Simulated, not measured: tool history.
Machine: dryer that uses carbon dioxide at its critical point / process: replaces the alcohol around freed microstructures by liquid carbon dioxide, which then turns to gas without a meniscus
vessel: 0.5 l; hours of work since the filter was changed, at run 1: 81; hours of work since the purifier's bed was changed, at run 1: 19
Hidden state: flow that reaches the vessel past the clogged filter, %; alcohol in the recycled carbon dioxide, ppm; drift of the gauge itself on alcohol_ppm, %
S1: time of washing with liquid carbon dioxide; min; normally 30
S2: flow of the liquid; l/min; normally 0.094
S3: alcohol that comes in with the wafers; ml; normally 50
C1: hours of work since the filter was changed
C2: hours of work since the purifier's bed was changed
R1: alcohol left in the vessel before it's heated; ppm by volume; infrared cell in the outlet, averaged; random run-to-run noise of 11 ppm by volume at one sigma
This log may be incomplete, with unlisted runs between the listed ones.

run 1 hour=0 | S1=30 S2=0.094 S3=50 | C1=81 C2=19 | R1=775
run 2 hour=7.3 | S1=30 S2=0.094 S3=50 | C1=86 C2=23 | R1=773
run 3 hour=15.5 | S1=30 S2=0.094 S3=50 | C1=90 C2=28 | R1=801
run 4 hour=20.9 | S1=30 S2=0.094 S3=50 | C1=93 C2=31 | R1=791
run 5 hour=29.5 | S1=30 S2=0.094 S3=50 | C1=98 C2=36 | R1=788
run 6 hour=35.2 | S1=30 S2=0.1365 S3=50 | C1=102 C2=40 | R1=106
run 7 hour=41.9 | S1=30 S2=0.1365 S3=50 | C1=106 C2=44 | R1=111
run 8 hour=51.1 | S1=27 S2=0.1099 S3=42 | C1=111 C2=49 | R1=544
run 9 hour=60.4 | S1=27 S2=0.1099 S3=42 | C1=116 C2=54 | R1=567
run 10 hour=72.8 | S1=20 S2=0.0801 S3=42 | C1=124 C2=62 | R1=5377
run 11 hour=80.4 | S1=20 S2=0.0801 S3=42 | C1=128 C2=66 | R1=5506

Measured result minus the same run's result without the hidden state. Both carry the same run-to-run variation, though not necessarily the same gauge scatter:
run=1 R1=+147
run=2 R1=+153
run=3 R1=+166
run=4 R1=+169
run=5 R1=+176
run=6 R1=+37
run=7 R1=+39
run=8 R1=+142
run=9 R1=+153
run=10 R1=+851
run=11 R1=+898

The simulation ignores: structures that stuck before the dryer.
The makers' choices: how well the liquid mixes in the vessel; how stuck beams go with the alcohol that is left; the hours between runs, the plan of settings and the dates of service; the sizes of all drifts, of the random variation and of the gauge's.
